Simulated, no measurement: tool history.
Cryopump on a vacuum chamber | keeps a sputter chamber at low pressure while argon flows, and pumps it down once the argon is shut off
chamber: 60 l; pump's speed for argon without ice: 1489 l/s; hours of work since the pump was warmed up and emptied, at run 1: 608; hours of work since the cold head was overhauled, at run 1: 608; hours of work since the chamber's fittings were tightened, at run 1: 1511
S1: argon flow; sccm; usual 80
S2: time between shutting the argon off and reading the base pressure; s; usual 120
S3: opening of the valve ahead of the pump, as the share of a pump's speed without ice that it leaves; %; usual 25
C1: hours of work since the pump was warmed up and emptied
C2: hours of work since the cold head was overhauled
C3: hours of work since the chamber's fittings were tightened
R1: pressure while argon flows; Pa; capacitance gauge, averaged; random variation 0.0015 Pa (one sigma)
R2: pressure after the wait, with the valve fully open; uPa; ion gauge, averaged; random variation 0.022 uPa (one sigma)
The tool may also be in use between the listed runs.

run,hour,S1,S2,S3,C1,C2,C3,R1,R2
1,0.0,80,120,25,608,608,1511,0.4014,1.51
2,44.4,80,175,25,628,628,1530,0.4063,1.43
3,81.1,80,175,25,644,644,1547,0.4057,1.39
# hour 112.8: pump warmed up, emptied and cooled again
4,134.6,80,175,25,10,666,1568,0.3672,1.07
5,188.0,80,175,25,33,690,1592,0.3687,1.16
6,232.6,80,175,25,53,710,1612,0.3653,1.14
7,254.6,80,175,25,63,720,1622,0.3693,1.16
8,297.5,80,175,25,82,739,1641,0.3703,1.15
9,332.8,80,134,25,98,754,1657,0.3687,1.28
10,364.5,96,134,25,112,768,1671,0.4438,1.26
11,392.8,96,134,25,125,781,1683,0.4484,1.32
12,415.3,96,134,25,135,791,1693,0.4454,1.32
13,455.7,96,134,25,153,809,1711,0.4459,1.34
14,490.3,80,120,47,168,824,1727,0.2015,1.36
15,539.0,64,120,25,190,846,1748,0.2955,1.38
16,579.3,80,120,25,208,864,1766,0.3733,1.39
17,626.1,80,120,25,229,885,1787,0.3756,1.41
18,667.1,80,120,25,247,903,1805,0.3758,1.44
19,705.4,140,120,25,264,920,1822,0.6596,1.46
20,738.7,140,120,25,279,935,1837,0.6670,1.44
21,773.4,39,120,25,294,951,1853,0.1855,1.48
22,800.9,102,120,25,306,963,1865,0.4863,1.53
23,829.0,33,288,23,319,975,1877,0.1698,1.25
24,882.6,40,109,57,343,999,1901,0.0897,1.62
25,910.2,39,96,44,355,1011,1914,0.1113,1.67
26,959.8,87,282,19,377,1033,1936,0.5425,1.25
27,989.3,49,120,25,390,1047,1949,0.2347,1.60
28,1040.9,80,120,28,413,1070,1972,0.3488,1.63
29,1066.8,92,120,28,425,1081,1983,0.4021,1.66
30,1089.9,97,120,25,435,1091,1994,0.4693,1.72
31,1131.9,46,277,35,454,1110,2012,0.1654,1.37
32,1171.0,80,120,31,471,1128,2030,0.3195,1.71
33,1215.1,134,251,31,491,1147,2049,0.5414,1.46
34,1243.9,34,29,17,504,1160,2062,0.2421,3.18
35,1280.4,134,110,29,520,1176,2078,0.5770,1.81

How the hidden state differs across the entries between the runs, from the last listed run before each to the first after it:
Between runs 3 and 4: pump warmed up, emptied and cooled again (hour 112.8)
  pump's speed, % of a pump's without ice: 68.5 -> 99.5; leak into the chamber, uPa l/s: 1129 -> 1141
  measured less the result without the state, R1: +0.0433 -> +0.0016 Pa; R2: +0.90 -> +0.57 uPa
